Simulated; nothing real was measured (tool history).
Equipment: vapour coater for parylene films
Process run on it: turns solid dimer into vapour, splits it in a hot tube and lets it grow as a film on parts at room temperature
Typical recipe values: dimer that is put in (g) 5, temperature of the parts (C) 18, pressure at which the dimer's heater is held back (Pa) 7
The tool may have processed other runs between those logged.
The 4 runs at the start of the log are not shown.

run	hour	dimer that is put in (g)	temperature of the parts (C)	pressure at which the dimer's heater is held back (Pa)	hours of work since the trap's valve was overhauled	hours of work since the table's thermometer was calibrated	thickness of the film (µm)
5	57.5	4	18	7	199	163	0.77
6	76.7	4	18	7	207	171	0.74
7	95	4	18	7	215	179	0.73
8	110	4	18	7	221	186	0.75
9	126.9	4	18	7	229	193	0.76
10	142.6	4	18	7	236	200	0.78
11	161.3	5	18	10.6	244	208	0.85
12	169.7	2	18	10.6	247	211	0.36
13	185.5	2	18	10.6	254	218	0.35
14	205.9	2	18	10.6	263	227	0.33
# hour 218.9: trap's valve overhauled
15	219.1	2	18	10.6	0	231	0.35
16	238.7	8	18	10.6	9	240	1.41
17	251.6	5	18	7	14	245	0.92
18	270.1	5	18	7	22	253	0.89
19	286.7	5	18	7	29	260	0.91
20	301.6	5	18	7	36	267	0.9
21	319.1	5	18	7	43	274	0.93
22	338.9	5	18	7	52	283	0.91
23	358.2	5	18	5.16	60	291	0.97
24	366.9	5	18	2.15	64	295	1.11
25	376.2	8	14	5.76	68	299	1.71
26	396.6	5	20	7	77	308	0.87

What does the tool deliver on the next run?
27	417.3	8	18	7	86	317	?

Run 27 came out at thickness of the film (µm) 1.54.
With the hidden condition absent and the run-to-run variation left alone, this run would have shown thickness of the film (µm) 1.54.

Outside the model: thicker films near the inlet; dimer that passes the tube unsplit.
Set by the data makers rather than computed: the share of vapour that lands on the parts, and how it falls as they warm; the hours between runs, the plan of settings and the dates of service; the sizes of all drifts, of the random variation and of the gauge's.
